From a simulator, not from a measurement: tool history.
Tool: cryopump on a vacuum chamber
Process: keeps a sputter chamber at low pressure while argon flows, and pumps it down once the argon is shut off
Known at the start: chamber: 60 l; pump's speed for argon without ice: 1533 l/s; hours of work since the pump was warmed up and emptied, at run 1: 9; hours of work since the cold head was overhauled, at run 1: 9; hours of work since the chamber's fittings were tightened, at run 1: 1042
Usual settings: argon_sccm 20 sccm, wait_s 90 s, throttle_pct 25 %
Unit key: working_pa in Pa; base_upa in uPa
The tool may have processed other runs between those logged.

| run | hour | argon_sccm | wait_s | throttle_pct | hours of work since the pump was warmed up and emptied | hours of work since the cold head was overhauled | hours of work since the chamber's fittings were tightened | working_pa | base_upa |
|---|---|---|---|---|---|---|---|---|---|
| 1 | 0.0 | 20 | 90 | 25 | 9 | 9 | 1042 | 0.0891 | 2.42 |
| 2 | 25.7 | 20 | 90 | 25 | 22 | 22 | 1055 | 0.0898 | 2.43 |
| 3 | 61.6 | 20 | 90 | 25 | 41 | 41 | 1074 | 0.0881 | 2.48 |
| 4 | 117.5 | 20 | 68 | 25 | 70 | 70 | 1103 | 0.0893 | 2.87 |
| 5 | 156.3 | 20 | 90 | 25 | 90 | 90 | 1124 | 0.0899 | 2.59 |
| 6 | 205.5 | 20 | 90 | 25 | 116 | 116 | 1149 | 0.0892 | 2.60 |
| 7 | 248.8 | 20 | 90 | 25 | 138 | 138 | 1172 | 0.0897 | 2.69 |
| 8 | 294.6 | 17 | 90 | 25 | 162 | 162 | 1196 | 0.0772 | 2.75 |
| 9 | 328.6 | 20 | 90 | 25 | 180 | 180 | 1213 | 0.0910 | 2.78 |
| 10 | 357.0 | 20 | 90 | 25 | 195 | 195 | 1228 | 0.0920 | 2.89 |
| 11 | 408.2 | 20 | 90 | 25 | 222 | 222 | 1255 | 0.0913 | 2.91 |
| 12 | 457.1 | 20 | 90 | 25 | 247 | 247 | 1280 | 0.0912 | 2.91 |
| 13 | 489.4 | 20 | 90 | 27 | 264 | 264 | 1297 | 0.0853 | 3.00 |
| 14 | 526.7 | 20 | 90 | 25 | 283 | 283 | 1317 | 0.0925 | 3.04 |
| 15 | 564.3 | 20 | 90 | 25 | 303 | 303 | 1336 | 0.0918 | 3.11 |
| 16 | 588.9 | 35 | 90 | 25 | 316 | 316 | 1349 | 0.1619 | 3.24 |
| 17 | 637.6 | 35 | 90 | 25 | 341 | 341 | 1375 | 0.1636 | 3.20 |
| 18 | 690.1 | 13 | 35 | 31 | 369 | 369 | 1402 | 0.0499 | 4.89 |
| 19 | 737.7 | 13 | 35 | 31 | 393 | 393 | 1427 | 0.0498 | 4.88 |
|  | 752.8 | pump warmed up, emptied and cooled again |
| 20 | 784.6 | 9 | 29 | 19 | 17 | 415 | 1449 | 0.0522 | 4.92 |
| 21 | 819.2 | 9 | 29 | 19 | 35 | 433 | 1467 | 0.0533 | 4.91 |
| 22 | 842.8 | 9 | 29 | 19 | 47 | 446 | 1479 | 0.0533 | 5.04 |
| 23 | 867.0 | 24 | 36 | 26 | 60 | 458 | 1492 | 0.1034 | 4.37 |
| 24 | 894.5 | 20 | 90 | 26 | 74 | 473 | 1506 | 0.0861 | 3.11 |
| 25 | 949.0 | 37 | 95 | 27 | 102 | 501 | 1534 | 0.1530 | 3.09 |
| 26 | 988.5 | 37 | 95 | 27 | 123 | 522 | 1555 | 0.1546 | 3.15 |
| 27 | 1037.2 | 15 | 82 | 53 | 148 | 547 | 1580 | 0.0324 | 3.38 |
| 28 | 1080.7 | 11 | 159 | 54 | 171 | 570 | 1603 | 0.0225 | 2.92 |
| 29 | 1109.5 | 28 | 164 | 22 | 186 | 585 | 1618 | 0.1440 | 2.94 |
| 30 | 1136.3 | 10 | 90 | 25 | 200 | 599 | 1632 | 0.0452 | 3.27 |
| 31 | 1185.9 | 10 | 90 | 25 | 226 | 625 | 1658 | 0.0454 | 3.33 |
| 32 | 1216.1 | 14 | 90 | 25 | 242 | 640 | 1674 | 0.0639 | 3.63 |
| 33 | 1258.0 | 14 | 90 | 25 | 264 | 662 | 1696 | 0.0640 | 3.59 |

Each row is a separate what-if for the run after 33, all from the same tool condition, not one after another. Results?
| A | 1311.5 | 8 | 27 | 25 | 291 | 690 | 1724 | ? | ? |
| B | 1311.5 | 10 | 231 | 25 | 291 | 690 | 1724 | ? | ? |
| C | 1311.5 | 20 | 90 | 21 | 291 | 690 | 1724 | ? | ? |

| run | working_pa | base_upa |
|---|---|---|
| A | 0.0367 | 5.98 |
| B | 0.0470 | 3.16 |
| C | 0.1093 | 3.58 |
Without the tool's hidden state the same runs would have given:
| run | working_pa | base_upa |
|---|---|---|
| A | 0.0351 | 3.40 |
| B | 0.0450 | 0.58 |
| C | 0.1053 | 1.13 |
